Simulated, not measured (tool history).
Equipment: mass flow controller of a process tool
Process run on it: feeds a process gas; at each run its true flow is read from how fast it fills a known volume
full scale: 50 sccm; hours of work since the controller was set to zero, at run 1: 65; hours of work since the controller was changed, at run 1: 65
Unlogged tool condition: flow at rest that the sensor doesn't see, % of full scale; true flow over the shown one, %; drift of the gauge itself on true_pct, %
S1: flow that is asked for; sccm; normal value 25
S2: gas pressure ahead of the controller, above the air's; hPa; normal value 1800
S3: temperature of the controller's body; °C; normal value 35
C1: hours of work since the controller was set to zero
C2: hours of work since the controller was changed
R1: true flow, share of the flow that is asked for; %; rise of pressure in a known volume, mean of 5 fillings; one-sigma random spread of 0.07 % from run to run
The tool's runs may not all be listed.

run,hour,S1,S2,S3,C1,C2,R1
1,0,25,1800,35,65,65,98.67
2,282.8,20,1800,35,183,183,98.53
3,659,20,1800,35,338,338,98.4
4,1004.7,20,1800,35,482,482,98.41
5,1246.7,20,1800,35,582,582,98.36
6,1719.8,25,1800,21,778,778,99.54
7,1951.3,25,1800,21,874,874,99.44
8,2247.1,25,1690,21,997,997,99.4
9,2474.4,25,1690,21,1091,1091,99.38
10,2867.4,25,1800,35,1254,1254,98.16
11,3239,25,1800,35,1408,1408,98.06
12,3457.8,6,2130,30,1499,1499,98.26
13,3949.8,12,2610,31,1702,1702,98.31
14,4386.2,12,1810,30,1883,1883,98.24
15,4664.1,12,1810,30,1998,1998,98.03
16,5029,11,1970,24,2150,2150,98.53
17,5470,6,1510,27,2333,2333,98.02
18,5744.5,24,1750,30,2446,2446,98.15
19,6063.2,24,1910,30,2578,2578,98.04
20,6403.4,15,2580,32,2719,2719,97.89
21,6808,25,2620,35,2887,2887,97.63
22,7048.8,25,1810,35,2987,2987,97.47

5 ways to go on from here, each from the tool as it stands after run 22. What would each give?
A,7347.2,24,1800,28,3111,3111,?
B,7347.2,47,1960,35,3111,3111,?
C,7347.2,8,1780,29,3111,3111,?
D,7347.2,44,1560,21,3111,3111,?
E,7347.2,25,1640,31,3111,3111,?

run,R1
A,98.09
B,97.91
C,97.68
D,98.9
E,97.8
Stripped of hidden state, with their random variation kept, the same runs would have yielded:
run,R1
A,99.32
B,99.14
C,98.89
D,100.14
E,99.02

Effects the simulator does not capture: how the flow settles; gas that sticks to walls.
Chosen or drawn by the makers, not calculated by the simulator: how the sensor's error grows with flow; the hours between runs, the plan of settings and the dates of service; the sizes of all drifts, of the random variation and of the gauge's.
